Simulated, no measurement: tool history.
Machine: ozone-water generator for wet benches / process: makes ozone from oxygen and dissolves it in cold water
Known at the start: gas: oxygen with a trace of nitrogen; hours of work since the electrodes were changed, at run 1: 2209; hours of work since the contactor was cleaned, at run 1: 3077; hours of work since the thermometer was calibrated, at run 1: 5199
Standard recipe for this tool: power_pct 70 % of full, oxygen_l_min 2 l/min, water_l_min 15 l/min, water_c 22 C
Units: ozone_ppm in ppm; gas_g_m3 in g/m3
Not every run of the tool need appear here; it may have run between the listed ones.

run,hour,power_pct,oxygen_l_min,water_l_min,water_c,hours of work since the electrodes were changed,hours of work since the contactor was cleaned,hours of work since the thermometer was calibrated,ozone_ppm,gas_g_m3
1,0,70,2,15,22,2209,3077,5199,13.4,185.1
2,96.9,70,2,15,22,2273,3140,5262,13.3,182.7
3,194,70,2,15,17,2336,3204,5325,14,182.4
4,255.8,70,2,15,17,2376,3244,5366,14.1,183.5
# hour 278.5: water thermometer calibrated
5,327.3,70,2,15,17,2423,3291,32,14.1,185.1
6,403,70,2,15,17,2472,3340,81,14,183.3
7,506.8,70,2,15,17,2540,3408,149,14,184.1
8,595.1,70,2,15,22,2598,3466,207,13.4,184.1
9,686.2,70,2,15,22,2658,3525,267,13.3,183.3
10,751.2,70,2,15,22,2700,3568,309,13.4,181.8
11,857.7,70,2,15,22,2770,3638,379,13.1,182
12,915.2,70,2,15,22,2807,3675,416,13,180.5
13,999,70,2,23,16,2862,3730,471,9.1,182
14,1071.9,70,1.41,14,22,2910,3778,519,12.9,217.6
# hour 1082.1: contactor cleaned
15,1140,70,1.41,14,22,2952,38,561,13.1,217.4
16,1197,49,1.2,21,15,2989,75,598,6.7,195.5
17,1281.5,92,1.71,21,15,3044,130,653,10.8,228.6
18,1329.2,70,2.45,15,22,3075,162,684,13.3,161.9
19,1409.8,70,2,11,20,3128,214,737,17,183.4
# hour 1433.5: contactor cleaned, once more
20,1502,70,2,11,20,3186,45,795,18.1,181.3
21,1589,70,2.49,15,16,3243,102,852,15,161.9
22,1679.1,67,2.49,15,16,3302,161,911,14.7,157.9
23,1788.8,67,2.49,15,16,3373,232,982,14.7,157.2
24,1882.1,70,2.49,15,16,3434,293,1043,15,163.5

Hidden state at the last listed run before each entry between runs and at the first one after, where it differs:
In the gap between runs 4 and 5: water thermometer calibrated (hour 278.5)
  yield of the discharge, % of new electrodes': 97.8 -> 97.7; true water temperature over the reading, C: 0.47 -> 0.04
  measured result minus the result with no hidden state, ozone_ppm: -0.9 -> -0.8 ppm; gas_g_m3: -4.2 -> -4.4 g/m3
In the gap between runs 14 and 15: contactor cleaned (hour 1082.1)
  contactor's efficiency, % of a clean one's: 91.2 -> 85.9
  measured result minus the result with no hidden state, ozone_ppm: -0.9 -> -1.1 ppm; gas_g_m3: -6.2 -> -6.2 g/m3
In the gap between runs 19 and 20: contactor cleaned, once more (hour 1433.5)
  contactor's efficiency, % of a clean one's: 85.6 -> 99.5
  measured result minus the result with no hidden state, ozone_ppm: -1.4 -> -0.6 ppm; gas_g_m3: -5.7 -> -5.7 g/m3
